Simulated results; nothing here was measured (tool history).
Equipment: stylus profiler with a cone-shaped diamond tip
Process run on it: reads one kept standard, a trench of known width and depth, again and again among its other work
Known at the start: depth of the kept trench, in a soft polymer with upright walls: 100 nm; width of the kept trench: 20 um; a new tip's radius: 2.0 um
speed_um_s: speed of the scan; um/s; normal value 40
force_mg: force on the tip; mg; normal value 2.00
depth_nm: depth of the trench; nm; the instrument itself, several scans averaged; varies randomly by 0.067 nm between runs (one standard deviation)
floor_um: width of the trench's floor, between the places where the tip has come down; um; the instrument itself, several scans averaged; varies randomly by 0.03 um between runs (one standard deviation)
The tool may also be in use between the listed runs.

run 1 day=0.000 | speed_um_s=40 force_mg=2.00 | depth_nm=100.55 floor_um=18.58
run 2 day=3.492 | speed_um_s=40 force_mg=2.00 | depth_nm=100.53 floor_um=18.53
run 3 day=6.567 | speed_um_s=10 force_mg=2.00 | depth_nm=100.54 floor_um=18.70
run 4 day=8.721 | speed_um_s=40 force_mg=0.97 | depth_nm=100.42 floor_um=18.44
run 5 day=11.258 | speed_um_s=40 force_mg=2.00 | depth_nm=100.54 floor_um=18.56
run 6 day=15.217 | speed_um_s=40 force_mg=2.00 | depth_nm=100.48 floor_um=18.55
run 7 day=18.746 | speed_um_s=40 force_mg=2.00 | depth_nm=100.50 floor_um=18.56
run 8 day=21.654 | speed_um_s=40 force_mg=2.00 | depth_nm=100.52 floor_um=18.66
run 9 day=25.021 | speed_um_s=134 force_mg=2.00 | depth_nm=100.51 floor_um=18.18
run 10 day=28.804 | speed_um_s=44 force_mg=2.00 | depth_nm=100.45 floor_um=18.57
run 11 day=31.558 | speed_um_s=31 force_mg=5.64 | depth_nm=100.89 floor_um=18.62
run 12 day=34.575 | speed_um_s=31 force_mg=5.64 | depth_nm=101.15 floor_um=18.63
run 13 day=37.825 | speed_um_s=31 force_mg=5.64 | depth_nm=100.86 floor_um=18.68
run 14 day=40.558 | speed_um_s=31 force_mg=1.07 | depth_nm=100.19 floor_um=18.56
run 15 day=43.088 | speed_um_s=40 force_mg=1.95 | depth_nm=100.51 floor_um=18.58
run 16 day=45.971 | speed_um_s=40 force_mg=1.95 | depth_nm=100.47 floor_um=18.60
run 17 day=49.054 | speed_um_s=29 force_mg=1.89 | depth_nm=100.38 floor_um=18.64
run 18 day=51.417 | speed_um_s=82 force_mg=2.02 | depth_nm=100.47 floor_um=18.35
run 19 day=54.950 | speed_um_s=35 force_mg=4.94 | depth_nm=100.87 floor_um=18.65
run 20 day=57.629 | speed_um_s=35 force_mg=4.94 | depth_nm=100.90 floor_um=18.70

Forecast each of these 4 alternatives for the next run:
run A day=61.325 | speed_um_s=21 force_mg=2.00 | depth_nm=? floor_um=?
run B day=61.325 | speed_um_s=111 force_mg=2.00 | depth_nm=? floor_um=?
run C day=61.325 | speed_um_s=64 force_mg=4.94 | depth_nm=? floor_um=?
run D day=61.325 | speed_um_s=44 force_mg=3.70 | depth_nm=? floor_um=?

run=A depth_nm=100.48 floor_um=18.67
run=B depth_nm=100.55 floor_um=18.23
run=C depth_nm=101.01 floor_um=18.57
run=D depth_nm=100.80 floor_um=18.64
Without the tool's unlogged condition, the same runs would have read:
run=A depth_nm=100.49 floor_um=18.68
run=B depth_nm=100.57 floor_um=18.25
run=C depth_nm=101.02 floor_um=18.58
run=D depth_nm=100.81 floor_um=18.65
